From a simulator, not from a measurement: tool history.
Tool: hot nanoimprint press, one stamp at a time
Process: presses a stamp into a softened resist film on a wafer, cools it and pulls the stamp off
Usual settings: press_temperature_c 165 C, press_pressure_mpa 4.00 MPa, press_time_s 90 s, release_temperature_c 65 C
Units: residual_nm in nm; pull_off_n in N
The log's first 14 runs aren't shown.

run     day  press_temperature_c  press_pressure_mpa  press_time_s  release_temperature_c  hours of work since the thermocouple was calibrated  imprints on the stamp's release coat  hours of work since the press's seals were changed  residual_nm  pull_off_n
 15  30.662                  165                4.00            90                     65                                                  418                                   226                                                 762        135.3         244
     31.300  -- press's hydraulic seals changed and the load cell set to zero
 16  32.600                  165                4.00            90                     65                                                  439                                   299                                                  17        135.3         230
 17  35.871                  163                3.45            47                     68                                                  482                                   448                                                  60        199.4         232
 18  37.242                  163                3.45            47                     68                                                  500                                   510                                                  79        202.3         237
     38.371  -- plate thermocouple calibrated
 19  39.104                  154                4.99            69                     65                                                   10                                   589                                                 102        204.0         246
 20  42.321                  165                3.48            78                     65                                                   52                                   736                                                 144        142.8         256
 21  44.704                  158                3.92           171                     62                                                   84                                   845                                                 176        140.5         290
 22  46.179                  165                3.02            59                     64                                                  103                                   912                                                 195        170.3         269
 23  47.700                  165                3.02            59                     64                                                  123                                   981                                                 215        175.0         277
 24  50.712                  165                3.54            59                     58                                                  163                                  1119                                                 255        162.4         337
     53.329  -- stamp cleaned and given a new release coat
 25  53.775                  164                4.00            90                     65                                                  200                                    21                                                 292        136.1         227
 26  57.004                  164                5.25            90                     65                                                  243                                   168                                                 335        121.3         234
 27  59.042                  176                5.25            83                     65                                                  270                                   261                                                 362         72.0         233
 28  61.362                  176                5.25            83                     65                                                  301                                   366                                                 392         73.7         239
 29  63.550                  167                5.25            83                     65                                                  329                                   466                                                 421        110.7         238
 30  65.450                  167                5.25            83                     65                                                  355                                   553                                                 446        110.8         265

4 ways to go on from here, each from the tool as it stands after run 30. What would each give?
  A  67.621                  166                5.25            83                     66                                                  383                                   652                                                 475            ?           ?
  B  67.621                  155                5.25            83                     65                                                  383                                   652                                                 475            ?           ?
  C  67.621                  165                5.61            90                     65                                                  383                                   652                                                 475            ?           ?
  D  67.621                  167                2.75           136                     57                                                  383                                   652                                                 475            ?           ?

run  residual_nm  pull_off_n
  A        118.1         254
  B        194.2         262
  C        115.0         254
  D        127.8         319
Without the tool's hidden state the same runs would have given:
run  residual_nm  pull_off_n
  A        106.8         208
  B        176.8         215
  C        103.9         208
  D        116.7         264

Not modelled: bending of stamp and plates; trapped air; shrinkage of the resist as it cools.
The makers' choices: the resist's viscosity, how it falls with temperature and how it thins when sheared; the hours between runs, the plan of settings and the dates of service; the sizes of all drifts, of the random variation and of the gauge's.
